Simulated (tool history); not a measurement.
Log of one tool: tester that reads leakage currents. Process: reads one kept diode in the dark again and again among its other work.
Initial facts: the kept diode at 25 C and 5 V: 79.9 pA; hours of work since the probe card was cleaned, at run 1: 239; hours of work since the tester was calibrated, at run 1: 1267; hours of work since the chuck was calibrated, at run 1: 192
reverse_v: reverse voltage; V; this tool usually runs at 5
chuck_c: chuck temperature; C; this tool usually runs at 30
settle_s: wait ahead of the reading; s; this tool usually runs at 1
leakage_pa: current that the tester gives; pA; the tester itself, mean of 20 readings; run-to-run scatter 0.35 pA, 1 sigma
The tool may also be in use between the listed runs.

| run | hour | reverse_v | chuck_c | settle_s | hours of work since the probe card was cleaned | hours of work since the tester was calibrated | hours of work since the chuck was calibrated | leakage_pa |
|---|---|---|---|---|---|---|---|---|
| 1 | 0 | 5 | 30 | 1 | 239 | 1267 | 192 | 112.33 |
| 2 | 27.5 | 5 | 21 | 1 | 259 | 1286 | 211 | 58.51 |
| 3 | 56.1 | 5 | 21 | 1 | 279 | 1306 | 231 | 58.4 |
| 4 | 97 | 5 | 21 | 1 | 307 | 1335 | 259 | 58.24 |
| 5 | 145.1 | 5 | 53 | 1 | 341 | 1368 | 293 | 505.77 |
| 6 | 177.6 | 5 | 53 | 1 | 363 | 1391 | 316 | 505.44 |
| 7 | 208.7 | 5 | 53 | 1 | 385 | 1413 | 337 | 500.44 |
| 8 | 239.4 | 5 | 53 | 1 | 407 | 1434 | 359 | 499.5 |
| 9 | 266.1 | 5 | 30 | 1 | 425 | 1453 | 377 | 109.78 |
| 10 | 295.7 | 5 | 54 | 1 | 446 | 1473 | 398 | 525.91 |
| 11 | 339 | 5 | 54 | 1 | 476 | 1503 | 428 | 526.03 |
| 12 | 387.1 | 5 | 30 | 1 | 510 | 1537 | 462 | 108.01 |
| 13 | 435.4 | 5 | 30 | 1 | 543 | 1571 | 496 | 107.72 |
|  | 439.4 | tester calibrated |
| 14 | 468.4 | 5 | 30 | 1 | 565 | 20 | 517 | 108.25 |
| 15 | 508.4 | 1.7 | 55 | 1.15 | 593 | 48 | 545 | 359.13 |
| 16 | 533.3 | 1.7 | 55 | 1.15 | 610 | 66 | 563 | 355.78 |
|  | 549.7 | chuck's temperature calibrated |
| 17 | 559.8 | 3.23 | 36 | 1 | 627 | 83 | 7 | 152.32 |
| 18 | 595.2 | 5 | 52 | 1 | 652 | 107 | 32 | 508.72 |
|  | 616.2 | tester calibrated, once more |
| 19 | 617.7 | 17.18 | 26 | 5.14 | 666 | 1 | 46 | 150.86 |
| 20 | 660.2 | 1.15 | 30 | 0.64 | 696 | 31 | 76 | 64.2 |
| 21 | 703.4 | 1.15 | 35 | 3.15 | 726 | 61 | 106 | 89.75 |

Estimate the outcome of run 22 from the log above:
| 22 | 733 | 1.15 | 35 | 3.15 | 747 | 82 | 127 | ? |

{"run 22": {"leakage_pa": 90.13}}
On a tool with no hidden condition, and with the same random variation, this run would have come out at leakage_pa 90.46 pA.
